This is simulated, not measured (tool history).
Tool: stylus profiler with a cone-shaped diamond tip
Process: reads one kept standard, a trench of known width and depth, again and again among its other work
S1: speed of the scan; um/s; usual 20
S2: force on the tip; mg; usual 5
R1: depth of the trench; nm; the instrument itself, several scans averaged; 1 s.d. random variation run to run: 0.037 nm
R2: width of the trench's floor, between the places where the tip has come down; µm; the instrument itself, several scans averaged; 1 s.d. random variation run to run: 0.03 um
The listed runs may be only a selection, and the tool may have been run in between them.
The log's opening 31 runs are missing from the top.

run 32 day=42.933 | S1=6 S2=2.22 | R1=101.89 R2=48.14
run 33 day=44.404 | S1=42 S2=5 | R1=103.01 R2=48.05
-- day=45.092 height scale calibrated on a step standard
run 34 day=45.529 | S1=24 S2=3.85 | R1=102.09 R2=48.13
run 35 day=46.729 | S1=8 S2=5.04 | R1=102.51 R2=48.11
run 36 day=47.683 | S1=6 S2=12.27 | R1=104.55 R2=48.15
run 37 day=49.2 | S1=67 S2=1.8 | R1=101.28 R2=47.91
run 38 day=50.592 | S1=5 S2=1.75 | R1=101.3 R2=48.06
run 39 day=52.45 | S1=47 S2=8.43 | R1=103.54 R2=48.04
run 40 day=53.654 | S1=20 S2=3.73 | R1=102.1 R2=48.12
run 41 day=55.138 | S1=20 S2=5.6 | R1=102.75 R2=48.09
run 42 day=56.212 | S1=20 S2=5.6 | R1=102.79 R2=48.02
run 43 day=57.192 | S1=61 S2=1.83 | R1=101.37 R2=47.88
run 44 day=58.412 | S1=7 S2=2.19 | R1=101.56 R2=48.07

3 options for the next run, each taken on its own from the tool as it stands now. Forecast them:
run A day=59.65 | S1=18 S2=7.28 | R1=? R2=?
run B day=59.65 | S1=7 S2=1.97 | R1=? R2=?
run C day=59.65 | S1=13 S2=4.14 | R1=? R2=?

run=A R1=103.31 R2=47.97
run=B R1=101.42 R2=48
run=C R1=102.27 R2=48.02
With the hidden condition removed and each run's random variation left untouched, the same runs would have given:
run=A R1=103.22 R2=48.68
run=B R1=101.34 R2=48.7
run=C R1=102.18 R2=48.72

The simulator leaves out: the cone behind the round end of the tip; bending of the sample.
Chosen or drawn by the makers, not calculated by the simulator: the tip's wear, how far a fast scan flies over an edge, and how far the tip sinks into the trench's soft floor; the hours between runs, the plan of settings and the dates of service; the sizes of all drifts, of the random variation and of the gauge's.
